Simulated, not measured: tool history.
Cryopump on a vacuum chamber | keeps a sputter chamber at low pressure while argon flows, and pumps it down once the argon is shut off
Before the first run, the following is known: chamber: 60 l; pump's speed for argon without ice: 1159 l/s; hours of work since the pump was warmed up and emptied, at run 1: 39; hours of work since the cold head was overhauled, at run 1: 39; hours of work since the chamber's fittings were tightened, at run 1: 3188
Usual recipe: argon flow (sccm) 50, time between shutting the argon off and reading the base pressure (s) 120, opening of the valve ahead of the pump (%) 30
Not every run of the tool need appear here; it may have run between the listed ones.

run	day	argon flow (sccm)	time between shutting the argon off and reading the base pressure (s)	opening of the valve ahead of the pump (%)	hours of work since the pump was warmed up and emptied	hours of work since the cold head was overhauled	hours of work since the chamber's fittings were tightened	pressure while argon flows (Pa)	pressure after the wait (uPa)
1	0	50	120	30	39	39	3188	0.2445	1.31
2	1.042	50	120	30	54	54	3203	0.2431	1.34
3	1.775	50	120	30	65	65	3214	0.2446	1.35
# day 3.312: leaking fittings of the chamber tightened, without venting
4	3.333	50	120	30	87	87	0	0.2471	0.59
5	4.783	50	120	30	108	108	22	0.2488	0.57
6	5.579	50	120	30	120	120	33	0.2467	0.56
7	7.25	50	120	30	145	145	58	0.2456	0.61
8	8.608	54	120	30	165	165	78	0.2701	0.64
9	9.458	54	120	30	177	177	91	0.2667	0.62
10	10.542	50	120	30	193	193	107	0.2498	0.6
11	12.088	50	120	30	216	216	130	0.2481	0.64
12	13.383	50	120	30	235	235	149	0.2494	0.64
13	15.021	68	52	18	259	259	173	0.5604	1.14
14	15.817	21	183	57	271	271	185	0.0567	0.52
15	17.262	98	218	38	292	292	206	0.3933	0.53
16	18.2	54	84	38	306	306	220	0.2181	0.78
17	19.608	56	150	43	327	327	241	0.2005	0.62
18	20.379	62	69	49	338	338	252	0.1981	0.95
19	21.658	62	69	49	357	357	271	0.1986	0.96
20	22.858	44	99	49	375	375	289	0.1411	0.81
21	23.725	50	120	41	388	388	301	0.1913	0.72

Below are 5 alternative next runs, each starting from the tool's condition after run 21. Predict each:
A	25.333	23	21	60	412	412	325	?	?
B	25.333	50	196	30	412	412	325	?	?
C	25.333	50	29	41	412	412	325	?	?
D	25.333	76	120	37	412	412	325	?	?
E	25.333	27	41	43	412	412	325	?	?

run	pressure while argon flows (Pa)	pressure after the wait (uPa)
A	0.0621	2.25
B	0.2572	0.57
C	0.1908	1.75
D	0.3181	0.71
E	0.0992	1.35
Had the tool no hidden state, the same runs would have come out as:
run	pressure while argon flows (Pa)	pressure after the wait (uPa)
A	0.0561	2.11
B	0.2443	0.43
C	0.178	1.61
D	0.2986	0.58
E	0.0923	1.21
